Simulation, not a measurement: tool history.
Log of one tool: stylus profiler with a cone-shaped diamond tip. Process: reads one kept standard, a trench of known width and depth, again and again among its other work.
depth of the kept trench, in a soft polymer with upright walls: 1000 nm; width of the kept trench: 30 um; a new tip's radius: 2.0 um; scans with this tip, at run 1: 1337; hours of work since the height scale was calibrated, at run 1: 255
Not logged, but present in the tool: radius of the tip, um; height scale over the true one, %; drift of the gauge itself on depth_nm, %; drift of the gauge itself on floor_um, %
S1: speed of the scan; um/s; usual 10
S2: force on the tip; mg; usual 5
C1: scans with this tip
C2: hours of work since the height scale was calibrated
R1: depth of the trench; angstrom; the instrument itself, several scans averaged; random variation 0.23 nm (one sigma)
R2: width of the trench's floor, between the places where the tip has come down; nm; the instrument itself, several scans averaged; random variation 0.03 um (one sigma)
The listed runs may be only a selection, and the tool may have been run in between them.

run    hour  S1     S2    C1   C2       R1     R2
  1       0  10      5  1337  255  10219.1  26510
  2    39.3  10      5  1430  273  10218.1  26490
  3    66.3  10   1.92  1494  285  10115.3  26500
  4    92.3  10   1.92  1555  297  10118.7  26440
  5   122.2  10   1.92  1626  310  10117.6  26500
  6   156.1  10      5  1706  326  10215.3  26440
  7   193.7  10      5  1795  343  10216.8  26470
  8   227.2  10      5  1874  358  10220.4  26460
  9   245.8  10   4.19  1918  366  10193.9  26530
 10   282.3  10   4.19  2004  383  10194.9  26460
 11   322.4  10      5  2099  401  10215.8  26490
 12   348.2  10      5  2160  412  10219.5  26490
 13   387.7  10      5  2253  430  10217.7  26510
 14   404.9  10      5  2294  438  10216.3  26460
 15   440.3  10      5  2377  454  10218.2  26470
 16   465.3  10   4.52  2436  465  10208.5  26460
 17     497  10   5.45  2511  479  10234.8  26500
 18     516  10      5  2556  488  10223.2  26480
 19   549.6  10      5  2635  503  10220.9  26470
 20   590.7  10    2.7  2732  522  10148.4  26470
 21   616.7  10    2.7  2794  533    10148  26490
 22   657.6  10    2.7  2890  552  10145.1  26440
 23     683  10      5  2950  563  10218.3  26470
 24   702.2  14      5  2996  572    10219  26490
 25   732.5  11   6.37  3067  586  10256.1  26520
 26   749.1   2   6.37  3107  593  10255.6  26530
 27     771   2   6.37  3158  603    10260  26490
 28     802  20  10.52  3231  617  10358.5  26400
 29   820.8   6   9.65  3276  625  10347.1  26520
 30   853.7   6   9.65  3353  640  10344.5  26490
 31     894   6   9.65  3449  658  10341.5  26520
 32   934.6  23   1.83  3544  677  10110.1  26380
 33   952.6  23   1.83  3587  685  10113.6  26370
 34   973.8  23   1.83  3637  694  10113.3  26370
 35  1010.4  23   1.83  3724  711  10109.3  26340
 36  1034.5   3   2.79  3781  722  10146.2  26510
 37  1074.6  13   9.99  3875  740  10344.8  26450
 38  1094.2  13   9.99  3922  749  10348.4  26480
 39  1131.6  13   9.99  4010  766  10348.4  26450
 40  1159.2   4   2.48  4075  778  10134.9  26560
 41  1182.6   9    2.4  4130  789  10131.1  26450
 42  1223.3   9   3.45  4226  807    10174  26480
 43  1245.4   3    3.9  4279  817  10188.1  26520
 44  1277.3   3   3.37  4354  831  10168.1  26480
 45  1303.1   6    2.7  4415  843    10143  26460
 46  1323.2  39   1.89  4462  852  10116.4  26250
 47    1341  39   1.89  4504  860  10115.2  26230
 48  1380.3  25    2.8  4597  878  10151.1  26380

What if the next run were any one of these 3? Each begins from the tool's condition after run 48:
  A  1400.9   4  9.42  4646  887   ?   ?
  B  1400.9  12  1.89  4646  887   ?   ?
  C  1400.9   8  4.82  4646  887   ?   ?

run       R1     R2
  A  10333.6  26550
  B    10111  26430
  C  10212.6  26470
Stripped of hidden state, with their random variation kept, the same runs would have yielded:
run       R1     R2
  A  10333.6  26550
  B    10111  26440
  C  10212.6  26470
